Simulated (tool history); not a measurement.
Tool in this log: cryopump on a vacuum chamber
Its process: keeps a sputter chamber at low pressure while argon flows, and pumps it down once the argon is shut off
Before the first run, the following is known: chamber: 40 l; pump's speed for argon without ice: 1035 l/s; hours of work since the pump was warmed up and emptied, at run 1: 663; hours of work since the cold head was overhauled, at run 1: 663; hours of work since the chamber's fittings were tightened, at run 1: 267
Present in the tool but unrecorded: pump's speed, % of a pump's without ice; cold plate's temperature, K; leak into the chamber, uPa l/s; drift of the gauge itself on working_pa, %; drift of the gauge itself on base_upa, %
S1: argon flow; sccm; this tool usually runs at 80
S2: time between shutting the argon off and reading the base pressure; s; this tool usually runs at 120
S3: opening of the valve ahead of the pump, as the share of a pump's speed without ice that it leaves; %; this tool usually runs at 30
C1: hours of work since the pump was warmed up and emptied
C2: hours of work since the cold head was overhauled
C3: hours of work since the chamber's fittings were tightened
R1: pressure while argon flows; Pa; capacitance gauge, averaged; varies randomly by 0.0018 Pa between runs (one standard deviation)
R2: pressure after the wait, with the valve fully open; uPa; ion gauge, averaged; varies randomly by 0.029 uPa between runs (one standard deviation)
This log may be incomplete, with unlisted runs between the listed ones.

Run 1, hour 0.0: usual settings; C1 663; C2 663; C3 267. Result: R1 0.4485 Pa, R2 1.85 uPa.
Run 2, hour 15.9: usual settings but S1 36 sccm; C1 678; C2 678; C3 281. Result: R1 0.2022 Pa, R2 1.91 uPa.
Run 3, hour 30.7: usual settings but S1 36 sccm; C1 691; C2 691; C3 294. Result: R1 0.2021 Pa, R2 1.88 uPa.
Run 4, hour 43.2: usual settings but S2 179 s; C1 702; C2 702; C3 306. Result: R1 0.4536 Pa, R2 1.53 uPa.
Run 5, hour 57.8: usual settings but S2 179 s; C1 715; C2 715; C3 319. Result: R1 0.4508 Pa, R2 1.53 uPa.
Run 6, hour 68.5: usual settings but S2 22 s; C1 725; C2 725; C3 328. Result: R1 0.4537 Pa, R2 7.04 uPa.
Run 7, hour 80.9: usual settings but S2 154 s; C1 736; C2 736; C3 339. Result: R1 0.4528 Pa, R2 1.70 uPa.
Run 8, hour 96.6: usual settings but S2 25 s; C1 750; C2 750; C3 354. Result: R1 0.4523 Pa, R2 6.24 uPa.
Run 9, hour 109.7: usual settings but S2 25 s; C1 762; C2 762; C3 365. Result: R1 0.4503 Pa, R2 6.27 uPa.
Run 10, hour 126.3: usual settings but S2 25 s; C1 777; C2 777; C3 380. Result: R1 0.4490 Pa, R2 6.21 uPa.
Run 11, hour 137.7: usual settings but S2 25 s; C1 787; C2 787; C3 390. Result: R1 0.4570 Pa, R2 6.48 uPa.
Run 12, hour 153.7: usual settings but S2 25 s; C1 802; C2 802; C3 405. Result: R1 0.4567 Pa, R2 6.25 uPa.
Run 13, hour 161.4: usual settings but S1 75 sccm; C1 809; C2 809; C3 412. Result: R1 0.4220 Pa, R2 2.05 uPa.
Run 14, hour 173.1: usual settings but S1 49 sccm; C1 819; C2 819; C3 422. Result: R1 0.2785 Pa, R2 2.07 uPa.
Run 15, hour 188.1: usual settings but S3 26 %; C1 832; C2 832; C3 436. Result: R1 0.5191 Pa, R2 2.12 uPa.
Run 16, hour 198.1: usual settings but S2 198 s, S3 15 %; C1 841; C2 841; C3 445. Result: R1 0.8930 Pa, R2 1.68 uPa.
Run 17, hour 216.7: usual settings but S1 138 sccm, S2 242 s, S3 15 %; C1 858; C2 858; C3 462. Result: R1 1.5445 Pa, R2 1.60 uPa.
Run 18, hour 225.2: usual settings but S1 116 sccm, S2 210 s; C1 866; C2 866; C3 469. Result: R1 0.6642 Pa, R2 1.77 uPa.
Run 19, hour 237.2: usual settings but S1 37 sccm, S2 210 s, S3 24 %; C1 877; C2 877; C3 480. Result: R1 0.2631 Pa, R2 1.66 uPa.
Run 20, hour 251.6: usual settings but S1 32 sccm, S2 210 s, S3 39 %; C1 890; C2 890; C3 493. Result: R1 0.1430 Pa, R2 1.78 uPa.
Run 21, hour 270.1: usual settings but S1 32 sccm, S2 210 s, S3 47 %; C1 906; C2 906; C3 510. Result: R1 0.1195 Pa, R2 1.74 uPa.
Run 22, hour 278.7: usual settings but S1 32 sccm, S2 210 s, S3 47 %; C1 914; C2 914; C3 517. Result: R1 0.1193 Pa, R2 1.71 uPa.
Run 23, hour 292.3: usual settings but S1 57 sccm, S2 117 s, S3 19 %; C1 926; C2 926; C3 529. Result: R1 0.5064 Pa, R2 2.25 uPa.
Run 24, hour 308.5: usual settings but S1 57 sccm, S2 117 s, S3 19 %; C1 941; C2 941; C3 544. Result: R1 0.5091 Pa, R2 2.25 uPa.
Run 25, hour 317.9: usual settings but S1 60 sccm, S3 48 %; C1 949; C2 949; C3 552. Result: R1 0.2189 Pa, R2 2.26 uPa.
Run 26, hour 333.8: usual settings but S1 61 sccm, S2 69 s, S3 16 %; C1 963; C2 963; C3 567. Result: R1 0.6441 Pa, R2 3.12 uPa.

Branching from run 26: 4 alternative next runs. What would each branch give?
Run A, hour 345.7: usual settings but S1 139 sccm, S2 73 s, S3 24 %; C1 974; C2 974; C3 577. Result: R1 ?, R2 ?.
Run B, hour 345.7: usual settings but S1 39 sccm; C1 974; C2 974; C3 577. Result: R1 ?, R2 ?.
Run C, hour 345.7: usual settings but S1 125 sccm, S2 187 s; C1 974; C2 974; C3 577. Result: R1 ?, R2 ?.
Run D, hour 345.7: usual settings but S1 61 sccm, S2 20 s, S3 16 %; C1 974; C2 974; C3 577. Result: R1 ?, R2 ?.

run      R1    R2
  A  0.9915  3.00
  B  0.2220  2.37
  C  0.7140  1.92
  D  0.6421  7.78
With the hidden condition removed and each run's random variation left untouched, the same runs would have given:
run      R1    R2
  A  0.9514  2.08
  B  0.2109  1.43
  C  0.6783  1.02
  D  0.6246  6.88
